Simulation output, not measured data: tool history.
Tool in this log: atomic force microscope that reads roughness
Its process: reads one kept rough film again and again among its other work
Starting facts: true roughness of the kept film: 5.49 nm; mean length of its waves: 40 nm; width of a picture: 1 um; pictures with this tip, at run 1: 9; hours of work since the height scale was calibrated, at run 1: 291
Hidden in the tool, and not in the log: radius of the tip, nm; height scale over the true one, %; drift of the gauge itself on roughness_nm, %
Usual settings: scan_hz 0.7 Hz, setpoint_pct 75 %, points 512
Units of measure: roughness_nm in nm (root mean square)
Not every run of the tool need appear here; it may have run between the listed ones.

run   hour  scan_hz  setpoint_pct  points  pictures with this tip  hours of work since the height scale was calibrated  roughness_nm
  1      0      0.7            75     512                       9                                                  291         4.878
  2   51.2      0.7            75     512                      50                                                  312         4.895
     118.1  -- new tip fitted
  3  124.5      0.7            75     512                       5                                                  342         4.874
  4  183.9      0.7            75     512                      54                                                  366         4.838
  5  219.9      0.7            75     512                      83                                                  381         4.851
     249.3  -- new tip fitted
  6  280.3      0.7            75     512                      25                                                  406         4.897
  7    344      0.7            75     512                      77                                                  432         4.883
     378.6  -- new tip fitted
  8  379.5      0.7            75     814                       1                                                  446         4.895
  9  430.7      0.7            75     814                      43                                                  467          4.89
 10  504.5      0.7            75     814                     103                                                  497         4.884
     508.6  -- new tip fitted
 11  559.5    0.968            75     814                      42                                                  520         4.826
 12  611.4    0.968            75     814                      84                                                  541         4.852
     636.6  -- new tip fitted
 13  675.4    0.968            75     814                      32                                                  567         4.832
 14  741.1      0.7            75     512                      86                                                  594          4.85
     765.5  -- new tip fitted
 15  773.1      0.7            62     512                       6                                                  607         4.912
 16  825.6      0.7            62     512                      49                                                  628         4.937
 17  872.2      0.7            62     512                      87                                                  647         4.941
     895.7  -- new tip fitted
 18  935.8      0.7            75     325                      32                                                  673          4.87

Estimate the outcome of run 19 from the log above:
 19  1006.8    1.637            60     667                      91                                                  702             ?

roughness_nm: 4.878 nm (root mean square)
With no hidden state in the tool, this same run would have given roughness_nm 4.886 nm (root mean square).
